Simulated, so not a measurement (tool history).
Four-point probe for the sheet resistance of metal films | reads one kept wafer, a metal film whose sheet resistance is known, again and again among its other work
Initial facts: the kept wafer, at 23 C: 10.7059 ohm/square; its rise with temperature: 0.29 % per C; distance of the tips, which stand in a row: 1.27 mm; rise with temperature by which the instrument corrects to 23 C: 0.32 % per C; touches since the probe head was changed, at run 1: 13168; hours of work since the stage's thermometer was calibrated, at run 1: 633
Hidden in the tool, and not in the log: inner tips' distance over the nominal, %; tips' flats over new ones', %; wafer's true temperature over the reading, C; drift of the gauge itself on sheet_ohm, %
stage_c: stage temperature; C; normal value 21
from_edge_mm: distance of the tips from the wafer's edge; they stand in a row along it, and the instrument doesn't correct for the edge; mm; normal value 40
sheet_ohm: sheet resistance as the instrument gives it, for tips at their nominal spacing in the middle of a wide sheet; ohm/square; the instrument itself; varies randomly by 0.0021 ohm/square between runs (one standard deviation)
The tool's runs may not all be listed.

run,hour,stage_c,from_edge_mm,touches since the probe head was changed,hours of work since the stage's thermometer was calibrated,sheet_ohm
1,0,21,40,13168,633,10.755629
2,10.6,21,40,13702,641,10.758644
3,18.3,21,40,14086,646,10.759331
4,35.5,30,40,14949,659,10.738844
5,50.6,20,40,15709,670,10.760354
6,66.7,21,7,16516,681,10.940441
7,75.6,21,40,16964,688,10.758925
8,92.1,19,40,17790,699,10.764743
9,110.1,20,40,18691,712,10.762152
10,127.3,20,15,19555,725,10.800425
11,143.1,20,15,20351,736,10.800634
12,157.4,20,5,21067,747,11.121961
13,173.2,30,63,21859,758,10.739073
14,182,30,42,22300,764,10.74124
# hour 183.8: stage's thermometer calibrated
15,190.7,30,4,22714,5,11.285747

Expected results for the next run?
16,200,30,4,23182,12,?

{"run 16": {"sheet_ohm": 11.28822}}
Had the tool carried no hidden state, the very same run would have given sheet_ohm 11.241271 ohm/square.
